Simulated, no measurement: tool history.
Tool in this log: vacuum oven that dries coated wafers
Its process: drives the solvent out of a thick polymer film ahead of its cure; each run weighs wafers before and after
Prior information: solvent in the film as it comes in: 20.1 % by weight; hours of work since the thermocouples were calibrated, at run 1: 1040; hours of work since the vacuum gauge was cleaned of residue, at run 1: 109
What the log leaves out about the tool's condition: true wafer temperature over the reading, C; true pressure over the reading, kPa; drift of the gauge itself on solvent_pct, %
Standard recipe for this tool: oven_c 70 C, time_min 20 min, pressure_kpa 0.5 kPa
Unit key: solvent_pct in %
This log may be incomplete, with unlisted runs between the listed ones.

run,day,oven_c,time_min,pressure_kpa,hours of work since the thermocouples were calibrated,hours of work since the vacuum gauge was cleaned of residue,solvent_pct
1,0,70,20,0.5,1040,109,1.75
2,0.904,70,20,0.5,1056,125,1.74
3,2.592,70,15,0.5,1087,156,2.83
4,4.196,70,15,0.5,1117,186,2.88
5,5.758,70,15,0.5,1145,215,2.82
6,7.633,70,20,0.5,1180,249,1.64
7,8.433,70,20,0.346,1195,264,1.47
8,10.083,70,20,0.346,1225,294,1.5
9,10.896,72,20,0.346,1240,309,1.19
10,12.717,72,20,0.346,1273,342,0.98
11,14.588,72,20,0.346,1308,377,1.05
12,15.758,72,20,0.346,1329,398,1.02
13,17.271,70,16,0.5,1357,426,2.35
14,18.912,70,22,0.5,1387,456,1.28
15,20.354,70,22,0.5,1414,483,1.35
16,21.946,70,22,0.5,1443,512,1.31
17,23.558,59,20,0.5,1472,542,5.98
18,24.621,70,20,1.821,1492,561,2.52
19,25.808,70,20,1.821,1514,583,2.35
20,26.912,70,21,1.603,1534,603,2.09
21,28.712,56,21,0.334,1567,636,6.8
22,29.667,72,12,0.284,1585,654,2.65
# day 30.371: oven's thermocouples calibrated
23,30.975,76,16,0.284,11,676,0.59
24,31.921,70,20,0.416,29,694,1.09
25,33.517,71,19,0.372,58,723,1.03
26,34.825,56,19,0.372,82,747,6.66
27,36.462,56,19,0.372,112,777,6.69
28,37.779,60,12,0.623,136,801,7.48
# day 38.3: oven's thermocouples calibrated, once more
29,39.288,60,12,0.623,18,828,9.94
30,40.396,85,12,1.603,38,848,1.11
31,41.467,67,12,0.602,58,868,6.61
32,42.95,78,20,1.834,85,895,1.51
33,44.467,73,20,1.834,113,923,2.49
34,45.758,71,28,0.371,137,946,1.07
35,46.767,70,20,0.5,155,965,2.33

For some of the steps in solvent_pct from one run to the next: how much would appear even if the tool had no hidden state, given the settings, what came in and random variation, and how much remains for the hidden state plus any gauge scatter that the measured result and the result without hidden state don't share?
Run 16 -> 17: oven_c 70 -> 59, time_min 22 -> 20. solvent_pct +4.67 %: hidden state -0.83, all else +5.5.
Run 25 -> 26: oven_c 71 -> 56. solvent_pct +5.63 %: hidden state -1.21, all else +6.84.
Run 28 -> 29: oven's thermocouples calibrated, once more. solvent_pct +2.46 %: hidden state +2.42, all else +0.04.
Run 29 -> 30: oven_c 60 -> 85, pressure_kpa 0.623 -> 1.603. solvent_pct -8.83 %: hidden state +0.01, all else -8.84.
Run 30 -> 31: oven_c 85 -> 67, pressure_kpa 1.603 -> 0.602. solvent_pct +5.5 %: hidden state -0.07, all else +5.57.
